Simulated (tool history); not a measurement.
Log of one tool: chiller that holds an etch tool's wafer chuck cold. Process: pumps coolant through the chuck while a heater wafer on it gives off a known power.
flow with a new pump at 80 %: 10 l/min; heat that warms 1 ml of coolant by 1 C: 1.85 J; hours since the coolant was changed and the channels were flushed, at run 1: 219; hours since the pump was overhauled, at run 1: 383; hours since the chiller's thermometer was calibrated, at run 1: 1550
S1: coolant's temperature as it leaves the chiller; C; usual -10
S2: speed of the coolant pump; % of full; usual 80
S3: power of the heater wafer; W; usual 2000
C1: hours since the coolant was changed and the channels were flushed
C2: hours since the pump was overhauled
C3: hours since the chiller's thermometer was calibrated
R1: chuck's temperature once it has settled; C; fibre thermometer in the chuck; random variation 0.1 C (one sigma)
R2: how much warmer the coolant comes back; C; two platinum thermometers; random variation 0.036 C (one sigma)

run	day	S1	S2	S3	C1	C2	C3	R1	R2
1	0	-10	80	2000	219	383	1550	3.9	6.55
2	0.917	-10	80	2000	241	405	1572	3.9	6.48
3	1.767	-10	80	2000	261	426	1593	4	6.52
4	2.983	-10	80	2000	290	455	1622	4.1	6.54
5	4.358	-10	80	2000	323	488	1655	3.9	6.54
6	5.85	-10	93	1094	359	524	1691	-3.1	3.08
7	6.858	-10	93	1094	383	548	1715	-3.1	2.97
8	8.429	-3	63	2220	421	586	1752	16.3	9.52
9	9.825	-3	63	2220	454	619	1786	16.2	9.48

Forecast run 10:
10	10.683	-19	64	2639	475	640	1807	?	?

Run 10 gave R1 3.4 C, R2 11.1 C.
Without the tool's hidden state the same run would have given R1 2.6 C, R2 10.99 C.
